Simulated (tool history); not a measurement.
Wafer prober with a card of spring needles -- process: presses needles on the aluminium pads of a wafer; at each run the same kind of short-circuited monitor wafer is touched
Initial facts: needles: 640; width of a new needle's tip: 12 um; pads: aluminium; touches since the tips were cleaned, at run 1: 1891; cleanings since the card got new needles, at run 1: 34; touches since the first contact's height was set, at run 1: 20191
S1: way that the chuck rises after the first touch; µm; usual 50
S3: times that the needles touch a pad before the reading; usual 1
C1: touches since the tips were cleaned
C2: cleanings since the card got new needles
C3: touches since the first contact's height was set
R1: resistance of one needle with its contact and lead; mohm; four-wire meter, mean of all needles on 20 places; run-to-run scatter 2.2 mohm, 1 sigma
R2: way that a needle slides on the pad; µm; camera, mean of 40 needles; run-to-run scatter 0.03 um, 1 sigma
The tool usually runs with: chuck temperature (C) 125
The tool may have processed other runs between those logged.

run 1 hour=0.0 | S1=50 chuck_temperature_(C)=125 S3=1 | C1=1891 C2=34 C3=20191 | R1=247 R2=7.10
-- hour=4.3 tips cleaned on abrasive film
-- hour=15.1 tips cleaned on abrasive film
run 2 hour=22.5 | S1=50 chuck_temperature_(C)=125 S3=1 | C1=2175 C2=36 C3=26793 | R1=241 R2=7.09
-- hour=24.9 tips cleaned on abrasive film
-- hour=35.0 tips cleaned on abrasive film
-- hour=44.8 tips cleaned on abrasive film
run 3 hour=46.0 | S1=50 chuck_temperature_(C)=125 S3=1 | C1=363 C2=39 C3=33689 | R1=244 R2=7.05
-- hour=55.1 tips cleaned on abrasive film
run 4 hour=62.2 | S1=50 chuck_temperature_(C)=125 S3=3 | C1=2127 C2=40 C3=38466 | R1=246 R2=7.11
-- hour=64.6 tips cleaned on abrasive film
-- hour=75.7 tips cleaned on abrasive film
-- hour=85.9 tips cleaned on abrasive film
run 5 hour=89.9 | S1=50 chuck_temperature_(C)=125 S3=1 | C1=1176 C2=43 C3=46578 | R1=244 R2=7.08
-- hour=96.1 tips cleaned on abrasive film
-- hour=106.8 tips cleaned on abrasive film
-- hour=116.3 tips cleaned on abrasive film
run 6 hour=116.3 | S1=50 chuck_temperature_(C)=125 S3=1 | C1=0 C2=46 C3=54300 | R1=246 R2=7.09
-- hour=126.3 tips cleaned on abrasive film
-- hour=137.0 tips cleaned on abrasive film
run 7 hour=141.5 | S1=50 chuck_temperature_(C)=125 S3=1 | C1=1334 C2=48 C3=61737 | R1=247 R2=7.16
-- hour=147.9 tips cleaned on abrasive film
-- hour=158.7 tips cleaned on abrasive film
-- hour=169.7 tips cleaned on abrasive film
run 8 hour=172.7 | S1=50 chuck_temperature_(C)=125 S3=1 | C1=880 C2=51 C3=70886 | R1=245 R2=7.06
-- hour=181.1 tips cleaned on abrasive film
-- hour=191.3 tips cleaned on abrasive film
run 9 hour=194.9 | S1=50 chuck_temperature_(C)=125 S3=1 | C1=1046 C2=53 C3=77400 | R1=248 R2=7.11
-- hour=201.7 tips cleaned on abrasive film
-- hour=212.7 tips cleaned on abrasive film
-- hour=222.9 tips cleaned on abrasive film
run 10 hour=229.4 | S1=50 chuck_temperature_(C)=125 S3=1 | C1=1914 C2=56 C3=87535 | R1=244 R2=7.06
-- hour=233.6 tips cleaned on abrasive film
-- hour=244.6 tips cleaned on abrasive film
-- hour=247.2 height of the first contact set anew
-- hour=256.0 tips cleaned on abrasive film
run 11 hour=257.8 | S1=50 chuck_temperature_(C)=125 S3=1 | C1=528 C2=59 C3=3128 | R1=248 R2=7.10
-- hour=266.9 tips cleaned on abrasive film
-- hour=276.5 tips cleaned on abrasive film
run 12 hour=282.6 | S1=50 chuck_temperature_(C)=35 S3=1 | C1=1795 C2=61 C3=10403 | R1=220 R2=7.04
-- hour=287.0 tips cleaned on abrasive film
-- hour=297.1 tips cleaned on abrasive film
-- hour=306.5 tips cleaned on abrasive film
run 13 hour=311.5 | S1=50 chuck_temperature_(C)=35 S3=1 | C1=1475 C2=64 C3=18889 | R1=222 R2=7.04
-- hour=315.9 tips cleaned on abrasive film
-- hour=325.7 tips cleaned on abrasive film
-- hour=336.7 tips cleaned on abrasive film
run 14 hour=337.2 | S1=50 chuck_temperature_(C)=109 S3=1 | C1=154 C2=67 C3=26427 | R1=239 R2=7.03
-- hour=346.2 tips cleaned on abrasive film
-- hour=357.1 tips cleaned on abrasive film
run 15 hour=358.1 | S1=50 chuck_temperature_(C)=109 S3=1 | C1=286 C2=69 C3=32559 | R1=239 R2=7.02
-- hour=366.5 tips cleaned on abrasive film
-- hour=377.4 tips cleaned on abrasive film
run 16 hour=386.2 | S1=50 chuck_temperature_(C)=94 S3=1 | C1=2601 C2=71 C3=40838 | R1=246 R2=7.00
-- hour=388.6 tips cleaned on abrasive film
-- hour=399.4 tips cleaned on abrasive film
-- hour=410.8 tips cleaned on abrasive film
-- hour=421.3 tips cleaned on abrasive film
run 17 hour=423.3 | S1=50 chuck_temperature_(C)=94 S3=1 | C1=605 C2=75 C3=51717 | R1=237 R2=6.94
-- hour=432.5 tips cleaned on abrasive film
-- hour=443.1 tips cleaned on abrasive film
-- hour=453.1 tips cleaned on abrasive film
run 18 hour=453.6 | S1=33 chuck_temperature_(C)=64 S3=2 | C1=127 C2=78 C3=60593 | R1=238 R2=4.63
-- hour=464.3 tips cleaned on abrasive film
-- hour=474.0 tips cleaned on abrasive film
-- hour=485.2 tips cleaned on abrasive film
run 19 hour=488.5 | S1=63 chuck_temperature_(C)=66 S3=1 | C1=965 C2=81 C3=70852 | R1=229 R2=8.78
-- hour=495.5 tips cleaned on abrasive film
-- hour=504.7 tips cleaned on abrasive film
-- hour=515.4 tips cleaned on abrasive film
-- hour=525.4 tips cleaned on abrasive film
run 20 hour=525.4 | S1=48 chuck_temperature_(C)=67 S3=1 | C1=0 C2=85 C3=81693 | R1=230 R2=6.71
-- hour=536.3 tips cleaned on abrasive film
run 21 hour=540.9 | S1=50 chuck_temperature_(C)=43 S3=1 | C1=1387 C2=86 C3=86262 | R1=225 R2=6.95
-- hour=547.3 tips cleaned on abrasive film
-- hour=557.7 tips cleaned on abrasive film
-- hour=562.6 height of the first contact set anew
-- hour=568.3 tips cleaned on abrasive film
-- hour=577.9 tips cleaned on abrasive film
run 22 hour=577.9 | S1=50 chuck_temperature_(C)=43 S3=1 | C1=0 C2=90 C3=4493 | R1=225 R2=6.97
-- hour=588.7 tips cleaned on abrasive film
-- hour=599.5 tips cleaned on abrasive film
run 23 hour=602.0 | S1=50 chuck_temperature_(C)=43 S3=1 | C1=755 C2=92 C3=11578 | R1=224 R2=6.97
-- hour=609.6 tips cleaned on abrasive film
-- hour=619.8 tips cleaned on abrasive film
-- hour=629.7 tips cleaned on abrasive film
run 24 hour=629.7 | S1=47 chuck_temperature_(C)=34 S3=1 | C1=0 C2=95 C3=19695 | R1=224 R2=6.56
-- hour=640.8 tips cleaned on abrasive film
-- hour=651.7 tips cleaned on abrasive film
run 25 hour=652.3 | S1=50 chuck_temperature_(C)=124 S3=1 | C1=163 C2=97 C3=26337 | R1=241 R2=6.93
-- hour=661.8 tips cleaned on abrasive film
-- hour=673.3 tips cleaned on abrasive film
run 26 hour=676.0 | S1=50 chuck_temperature_(C)=26 S3=2 | C1=804 C2=99 C3=33299 | R1=221 R2=6.98
-- hour=682.7 tips cleaned on abrasive film
-- hour=693.4 tips cleaned on abrasive film
-- hour=703.4 tips cleaned on abrasive film
run 27 hour=703.4 | S1=50 chuck_temperature_(C)=26 S3=2 | C1=0 C2=102 C3=41337 | R1=222 R2=6.93
-- hour=714.0 tips cleaned on abrasive film
-- hour=724.6 tips cleaned on abrasive film
run 28 hour=728.5 | S1=42 chuck_temperature_(C)=70 S3=1 | C1=1155 C2=104 C3=48721 | R1=236 R2=5.83

Below are 3 alternative next runs, each starting from the tool's condition after run 28. Predict each:
-- hour=735.5 tips cleaned on abrasive film
-- hour=746.8 tips cleaned on abrasive film
-- hour=757.7 tips cleaned on abrasive film
run A hour=763.0 | S1=42 chuck_temperature_(C)=70 S3=1 | C1=1586 C2=107 C3=58866 | R1=? R2=?
-- hour=735.5 tips cleaned on abrasive film
-- hour=746.8 tips cleaned on abrasive film
-- hour=757.7 tips cleaned on abrasive film
run B hour=763.0 | S1=55 chuck_temperature_(C)=125 S3=1 | C1=1586 C2=107 C3=58866 | R1=? R2=?
-- hour=735.5 tips cleaned on abrasive film
-- hour=746.8 tips cleaned on abrasive film
-- hour=757.7 tips cleaned on abrasive film
run C hour=763.0 | S1=56 chuck_temperature_(C)=62 S3=2 | C1=1586 C2=107 C3=58866 | R1=? R2=?

run=A R1=232 R2=5.82
run=B R1=239 R2=7.62
run=C R1=226 R2=7.75
The same runs, with their run-to-run variation unchanged, on a tool lacking any hidden condition would have given:
run=A R1=231 R2=5.97
run=B R1=238 R2=7.82
run=C R1=225 R2=7.95
